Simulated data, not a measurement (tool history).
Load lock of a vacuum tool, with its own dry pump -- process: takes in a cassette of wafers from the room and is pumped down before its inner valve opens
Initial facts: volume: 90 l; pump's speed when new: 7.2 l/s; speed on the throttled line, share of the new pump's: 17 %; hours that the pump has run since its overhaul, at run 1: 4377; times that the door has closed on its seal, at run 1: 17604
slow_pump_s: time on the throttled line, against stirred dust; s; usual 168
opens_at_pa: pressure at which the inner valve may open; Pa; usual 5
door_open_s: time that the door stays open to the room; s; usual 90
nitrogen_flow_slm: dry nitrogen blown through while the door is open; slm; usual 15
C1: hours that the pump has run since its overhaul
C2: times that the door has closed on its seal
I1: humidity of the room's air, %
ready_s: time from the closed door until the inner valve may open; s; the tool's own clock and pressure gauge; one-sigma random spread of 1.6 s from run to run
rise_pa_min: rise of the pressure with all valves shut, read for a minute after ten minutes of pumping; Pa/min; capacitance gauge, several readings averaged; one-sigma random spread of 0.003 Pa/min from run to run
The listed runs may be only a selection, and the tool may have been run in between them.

Run 1, day 0.000: usual settings; C1 4377; C2 17604; I1 41.4. Result: ready_s 264.4 s, rise_pa_min 0.036 Pa/min.
Run 2, day 7.842: usual settings; C1 4566; C2 17913; I1 45.8. Result: ready_s 265.7 s, rise_pa_min 0.035 Pa/min.
Run 3, day 14.888: usual settings but nitrogen_flow_slm 11 slm; C1 4735; C2 18192; I1 43.3. Result: ready_s 263.5 s, rise_pa_min 0.039 Pa/min.
Run 4, day 19.608: usual settings but nitrogen_flow_slm 11 slm; C1 4848; C2 18378; I1 42.1. Result: ready_s 262.1 s, rise_pa_min 0.041 Pa/min.
Run 5, day 30.962: usual settings but door_open_s 29 s, nitrogen_flow_slm 11 slm; C1 5120; C2 18827; I1 48.0. Result: ready_s 261.9 s, rise_pa_min 0.023 Pa/min.
Run 6, day 36.150: usual settings but door_open_s 190 s, nitrogen_flow_slm 11 slm; C1 5245; C2 19032; I1 44.9. Result: ready_s 264.2 s, rise_pa_min 0.067 Pa/min.
Run 7, day 41.779: usual settings but nitrogen_flow_slm 36 slm; C1 5380; C2 19254; I1 43.3. Result: ready_s 263.4 s, rise_pa_min 0.029 Pa/min.
Run 8, day 49.708: usual settings but nitrogen_flow_slm 36 slm; C1 5570; C2 19567; I1 44.5. Result: ready_s 264.3 s, rise_pa_min 0.029 Pa/min.
Run 9, day 56.346: usual settings but nitrogen_flow_slm 36 slm; C1 5730; C2 19830; I1 45.6. Result: ready_s 263.8 s, rise_pa_min 0.032 Pa/min.
Run 10, day 64.167: usual settings but slow_pump_s 85 s, nitrogen_flow_slm 36 slm; C1 5917; C2 20139; I1 41.7. Result: ready_s 194.7 s, rise_pa_min 0.026 Pa/min.
Run 11, day 74.383: usual settings but slow_pump_s 90 s; C1 6163; C2 20542; I1 40.7. Result: ready_s 198.1 s, rise_pa_min 0.042 Pa/min.

Alternative continuations, all from the tool just after run 11; predict every row:
Run A, day 80.712: usual settings but slow_pump_s 256 s, opens_at_pa 6 Pa, nitrogen_flow_slm 26 slm; C1 6315; C2 20792; I1 46.5. Result: ready_s ?, rise_pa_min ?.
Run B, day 80.712: usual settings but slow_pump_s 90 s, door_open_s 231 s; C1 6315; C2 20792; I1 47.3. Result: ready_s ?, rise_pa_min ?.
Run C, day 80.712: usual settings but slow_pump_s 237 s; C1 6315; C2 20792; I1 46.7. Result: ready_s ?, rise_pa_min ?.
Run D, day 80.712: usual settings but door_open_s 76 s, nitrogen_flow_slm 31 slm; C1 6315; C2 20792; I1 47.7. Result: ready_s ?, rise_pa_min ?.

run  ready_s  rise_pa_min
  A    337.3        0.040
  B    200.4        0.076
  C    319.4        0.042
  D    260.8        0.026
Without the tool's hidden state the same runs would have given:
run  ready_s  rise_pa_min
  A    337.3        0.039
  B    200.4        0.076
  C    319.4        0.041
  D    260.8        0.025
